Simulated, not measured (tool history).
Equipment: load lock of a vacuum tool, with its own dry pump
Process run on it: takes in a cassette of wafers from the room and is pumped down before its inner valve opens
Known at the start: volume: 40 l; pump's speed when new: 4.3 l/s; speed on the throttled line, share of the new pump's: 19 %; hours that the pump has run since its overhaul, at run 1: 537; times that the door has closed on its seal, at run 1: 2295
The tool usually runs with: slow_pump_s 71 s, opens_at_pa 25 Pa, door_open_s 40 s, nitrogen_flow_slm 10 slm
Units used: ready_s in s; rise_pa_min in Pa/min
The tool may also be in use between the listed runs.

run,day,slow_pump_s,opens_at_pa,door_open_s,nitrogen_flow_slm,hours that the pump has run since its overhaul,times that the door has closed on its seal,"incoming humidity of the room's air, %",ready_s,rise_pa_min
1,0.000,71,25,40,10,537,2295,44.4,134.0,0.047
2,6.854,71,25,40,10,701,2665,44.9,135.7,0.042
3,15.496,71,25,40,10,909,3131,43.6,135.1,0.040
4,27.575,71,47,40,10,1199,3783,46.7,129.2,0.046
5,35.296,71,47,40,10,1384,4199,43.1,128.8,0.052
6,47.250,71,47,40,10,1671,4844,45.7,130.2,0.056
7,59.533,71,47,40,10,1966,5507,45.4,128.8,0.060
8,72.996,71,47,40,10,2289,6234,44.9,129.4,0.063
9,79.804,71,25,40,10,2452,6601,45.9,135.6,0.062
10,88.346,71,25,40,10,2657,7062,46.8,135.0,0.064
11,100.942,71,19,40,27,2960,7741,44.4,138.9,0.053
12,114.333,71,24,40,27,3281,8464,45.6,137.2,0.064
13,120.492,43,35,40,34,3429,8796,47.8,111.4,0.059
14,131.221,60,41,40,34,3686,9375,46.6,121.7,0.062
15,145.379,60,41,40,34,4026,10139,43.5,122.3,0.068
16,159.821,59,22,124,37,4373,10918,45.5,129.2,0.082
17,174.775,59,22,124,37,4732,11725,46.0,127.4,0.084
18,182.617,59,45,124,21,4920,12148,44.7,121.9,0.100
19,197.488,59,45,124,17,5277,12950,46.4,122.5,0.113

Below, some changes in ready_s between adjacent runs. For each, the amount present without the hidden state too (settings, incoming material, random variation) and the amount remaining for the hidden state with gauge scatter not shared by both compared results:
What the log doesn't record here: pump's speed, % of a new pump's; leak at the door's seal, Pa l/s; drift of the gauge itself on ready_s, %; drift of the gauge itself on rise_pa_min, %.
Run 12 -> 13: slow_pump_s 71 -> 43, opens_at_pa 24 -> 35, nitrogen_flow_slm 27 -> 34. ready_s -25.8 s: hidden state +0.0, all else -25.8.
Run 15 -> 16: slow_pump_s 60 -> 59, opens_at_pa 41 -> 22, door_open_s 40 -> 124, nitrogen_flow_slm 34 -> 37. ready_s +6.9 s: hidden state +0.4, all else +6.5.

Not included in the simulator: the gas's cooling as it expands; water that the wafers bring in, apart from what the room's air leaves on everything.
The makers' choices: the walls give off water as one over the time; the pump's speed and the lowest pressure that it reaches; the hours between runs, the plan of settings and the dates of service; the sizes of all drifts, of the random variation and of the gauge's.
